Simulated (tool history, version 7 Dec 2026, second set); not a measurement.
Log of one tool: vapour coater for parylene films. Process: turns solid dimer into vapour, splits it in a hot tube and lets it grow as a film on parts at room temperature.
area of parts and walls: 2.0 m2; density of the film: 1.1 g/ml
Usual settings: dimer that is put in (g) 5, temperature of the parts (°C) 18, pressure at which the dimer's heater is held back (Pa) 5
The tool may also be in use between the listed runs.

run	day	dimer that is put in (g)	temperature of the parts (°C)	pressure at which the dimer's heater is held back (Pa)	thickness of the film (nm)
1	0	5	18	5	1610
2	0.512	8	18	5	2560
3	1.3	8	18	5	2550
4	2.246	5	18	5	1590
5	3.304	5	18	5	1570
6	4.275	5	18	5	1550
7	4.942	5	18	5	1570
8	5.433	5	18	5	1560
9	6.362	5	18	5	1510
10	7.258	5	17	7.32	1410
11	8.15	9	11	6.62	3100
12	9.221	5	15	3.68	1750
# day 9.488: trap's valve overhauled
13	9.925	5	11	2.28	1990
14	10.388	5	11	2.28	2010
15	11.175	5	18	6.42	1350
16	11.625	5	18	6.42	1360
17	12.179	7	18	11.51	1640
18	13.162	5	23	5	1220

5 ways to go on from here, each from the tool as it stands after run 18. What would each give?
# day 13.817: trap's valve overhauled, once more
A	13.983	4	16	5	?
# day 13.817: trap's valve overhauled, once more
B	13.983	8	23	5	?
# day 13.817: trap's valve overhauled, once more
C	13.983	5	11	4.58	?
# day 13.817: trap's valve overhauled, once more
D	13.983	5	15	5	?
# day 13.817: trap's valve overhauled, once more
E	13.983	5	12	2.89	?

run	thickness of the film (nm)
A	1350
B	2240
C	1960
D	1740
E	2140
Without the tool's hidden state the same runs would have given:
run	thickness of the film (nm)
A	1370
B	2280
C	1990
D	1760
E	2170
